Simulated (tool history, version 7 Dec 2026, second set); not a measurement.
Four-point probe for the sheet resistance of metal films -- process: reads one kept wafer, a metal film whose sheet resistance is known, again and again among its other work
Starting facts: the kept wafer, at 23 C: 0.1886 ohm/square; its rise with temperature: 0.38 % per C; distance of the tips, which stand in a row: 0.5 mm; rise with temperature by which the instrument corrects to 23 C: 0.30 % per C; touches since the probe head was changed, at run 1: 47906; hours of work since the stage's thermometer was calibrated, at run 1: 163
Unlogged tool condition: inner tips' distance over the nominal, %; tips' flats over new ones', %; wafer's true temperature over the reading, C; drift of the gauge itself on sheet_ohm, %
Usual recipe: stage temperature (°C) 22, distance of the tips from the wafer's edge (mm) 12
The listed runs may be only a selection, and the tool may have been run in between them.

run	hour	stage temperature (°C)	distance of the tips from the wafer's edge (mm)	touches since the probe head was changed	hours of work since the stage's thermometer was calibrated	sheet resistance as the instrument gives it (ohm/square)
1	0	22	12	47906	163	0.188256
2	56.2	22	12	50647	193	0.18821
3	126.5	22	12	54075	231	0.188173
4	176.8	22	12	56528	259	0.188151
5	232.5	22	12	59242	289	0.188087
6	283.2	22	12	61714	316	0.187959
7	326	22	12	63800	340	0.18799
8	390.1	22	12	66923	374	0.187958
9	424.6	22	12	68607	393	0.18783
10	483.7	22	12	71487	425	0.187796
11	525.1	22	12	73506	448	0.187779
12	568.5	22	12	75624	471	0.18779
13	624.9	22	12	78375	502	0.187685
14	673	30	39	80717	528	0.188673
15	704.9	30	39	82272	545	0.188689
16	767.1	23	7	85307	579	0.187991
17	800.4	19	18	86930	597	0.186946
18	854.2	24	4	89553	626	0.18915
19	908.9	24	4	92219	656	0.189111
20	958.8	24	3	94654	683	0.190337
21	1020.8	26	4	97675	716	0.189339
22	1074.6	22	18	100301	746	0.187186
23	1144	22	18	103684	783	0.187033
24	1206	22	18	106706	817	0.187009

5 ways to go on from here, each from the tool as it stands after run 24. What would each give?
A	1241.1	33	12	108417	836	?
B	1241.1	22	4	108417	836	?
C	1241.1	22	45	108417	836	?
D	1241.1	22	28	108417	836	?
E	1241.1	26	4	108417	836	?

run	sheet resistance as the instrument gives it (ohm/square)
A	0.188695
B	0.188541
C	0.186979
D	0.186934
E	0.189127
Without the tool's unlogged condition, the same runs would have read:
run	sheet resistance as the instrument gives it (ohm/square)
A	0.19021
B	0.190064
C	0.18849
D	0.188446
E	0.190651
